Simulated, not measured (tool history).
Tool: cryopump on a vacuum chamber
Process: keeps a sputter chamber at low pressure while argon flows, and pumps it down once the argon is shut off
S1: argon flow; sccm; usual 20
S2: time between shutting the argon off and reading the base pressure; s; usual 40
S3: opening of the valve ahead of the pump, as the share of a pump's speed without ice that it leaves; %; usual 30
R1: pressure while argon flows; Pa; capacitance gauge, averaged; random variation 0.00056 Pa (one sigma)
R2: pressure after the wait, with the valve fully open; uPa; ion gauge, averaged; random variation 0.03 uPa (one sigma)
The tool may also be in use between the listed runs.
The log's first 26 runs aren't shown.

run,day,S1,S2,S3,R1,R2
27,22.467,38,40,24,0.1491,2.35
28,23.067,17,102,24,0.0661,1.56
29,24.183,17,102,24,0.0676,1.65
30,25.200,20,243,30,0.0631,1.40
31,25.900,20,40,20,0.0937,2.51
32,26.621,14,34,37,0.0374,2.73
33,27.546,20,40,20,0.0939,2.59
34,28.604,38,117,51,0.0754,1.78

3 ways to go on from here, each from the tool as it stands after run 34. What would each give?
# day 29.492: pump warmed up, emptied and cooled again
A,29.933,11,27,29,?,?
# day 29.492: pump warmed up, emptied and cooled again
B,29.933,38,117,37,?,?
# day 29.492: pump warmed up, emptied and cooled again
C,29.933,38,30,51,?,?

run,R1,R2
A,0.0350,3.13
B,0.0924,1.57
C,0.0676,2.90
Without the tool's hidden state the same runs would have given:
run,R1,R2
A,0.0347,2.13
B,0.0915,0.60
C,0.0667,1.91
